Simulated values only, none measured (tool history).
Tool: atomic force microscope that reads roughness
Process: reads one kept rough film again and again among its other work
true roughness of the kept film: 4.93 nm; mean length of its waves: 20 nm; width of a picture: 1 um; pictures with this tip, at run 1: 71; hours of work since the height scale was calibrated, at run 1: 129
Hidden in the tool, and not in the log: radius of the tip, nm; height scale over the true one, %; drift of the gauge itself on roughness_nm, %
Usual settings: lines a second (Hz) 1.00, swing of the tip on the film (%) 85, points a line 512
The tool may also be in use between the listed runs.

| run | hour | lines a second (Hz) | swing of the tip on the film (%) | points a line | pictures with this tip | hours of work since the height scale was calibrated | roughness of the kept film (nm (root mean square)) |
|---|---|---|---|---|---|---|---|
| 1 | 0.0 | 1.00 | 85 | 512 | 71 | 129 | 2.096 |
|  | 32.3 | new tip fitted |
| 2 | 32.3 | 1.00 | 85 | 512 | 0 | 144 | 3.021 |
| 3 | 50.5 | 3.84 | 85 | 512 | 18 | 152 | 2.264 |
| 4 | 72.3 | 3.84 | 85 | 512 | 39 | 162 | 2.076 |
| 5 | 88.5 | 3.84 | 85 | 512 | 55 | 170 | 1.959 |
| 6 | 105.3 | 1.00 | 85 | 512 | 72 | 178 | 2.237 |
|  | 139.5 | new tip fitted |
| 7 | 144.0 | 1.00 | 85 | 512 | 4 | 195 | 2.858 |
| 8 | 167.1 | 1.00 | 85 | 512 | 27 | 206 | 2.567 |
| 9 | 194.0 | 1.00 | 85 | 512 | 53 | 218 | 2.299 |
| 10 | 227.3 | 1.00 | 85 | 512 | 86 | 234 | 2.038 |
|  | 245.4 | new tip fitted |
| 11 | 247.5 | 1.00 | 85 | 512 | 2 | 243 | 2.984 |
| 12 | 272.0 | 1.00 | 85 | 512 | 26 | 254 | 2.690 |
| 13 | 304.8 | 1.00 | 85 | 334 | 59 | 269 | 2.322 |
| 14 | 336.1 | 1.00 | 85 | 334 | 89 | 284 | 2.093 |
|  | 349.1 | new tip fitted |
| 15 | 367.6 | 1.00 | 85 | 512 | 18 | 298 | 2.742 |
| 16 | 402.0 | 1.00 | 85 | 512 | 51 | 314 | 2.379 |
| 17 | 438.3 | 1.00 | 85 | 891 | 87 | 331 | 2.078 |
|  | 455.0 | new tip fitted |
| 18 | 461.4 | 1.00 | 60 | 546 | 6 | 341 | 3.081 |
| 19 | 480.8 | 0.87 | 72 | 500 | 25 | 350 | 2.783 |
| 20 | 515.7 | 3.50 | 73 | 263 | 59 | 366 | 2.097 |
| 21 | 537.0 | 2.67 | 59 | 263 | 80 | 376 | 2.162 |
|  | 559.4 | new tip fitted |
| 22 | 560.3 | 2.41 | 75 | 263 | 1 | 386 | 2.777 |
| 23 | 588.7 | 0.63 | 75 | 869 | 29 | 400 | 2.741 |
| 24 | 620.1 | 0.56 | 77 | 869 | 59 | 414 | 2.424 |
| 25 | 648.8 | 3.89 | 77 | 869 | 87 | 427 | 1.840 |
|  | 664.0 | new tip fitted |
| 26 | 669.9 | 0.80 | 60 | 318 | 6 | 437 | 3.037 |
| 27 | 701.4 | 0.80 | 60 | 318 | 37 | 451 | 2.622 |
| 28 | 720.0 | 0.56 | 79 | 848 | 55 | 460 | 2.463 |
| 29 | 738.3 | 1.00 | 81 | 587 | 73 | 468 | 2.226 |
| 30 | 761.7 | 1.00 | 81 | 587 | 96 | 479 | 2.066 |
|  | 770.6 | new tip fitted |
| 31 | 781.6 | 1.00 | 81 | 587 | 11 | 488 | 2.937 |
| 32 | 807.7 | 2.26 | 81 | 587 | 36 | 500 | 2.460 |
| 33 | 828.7 | 2.56 | 85 | 335 | 57 | 510 | 2.105 |

3 ways to go on from here, each from the tool as it stands after run 33. What would each give?
| A | 845.7 | 3.23 | 75 | 602 | 74 | 518 | ? |
| B | 845.7 | 3.93 | 62 | 653 | 74 | 518 | ? |
| C | 845.7 | 0.74 | 85 | 335 | 74 | 518 | ? |

| run | roughness of the kept film (nm (root mean square)) |
|---|---|
| A | 2.128 |
| B | 2.260 |
| C | 2.292 |
Without the tool's hidden state the same runs would have given:
| run | roughness of the kept film (nm (root mean square)) |
|---|---|
| A | 2.841 |
| B | 3.017 |
| C | 3.059 |

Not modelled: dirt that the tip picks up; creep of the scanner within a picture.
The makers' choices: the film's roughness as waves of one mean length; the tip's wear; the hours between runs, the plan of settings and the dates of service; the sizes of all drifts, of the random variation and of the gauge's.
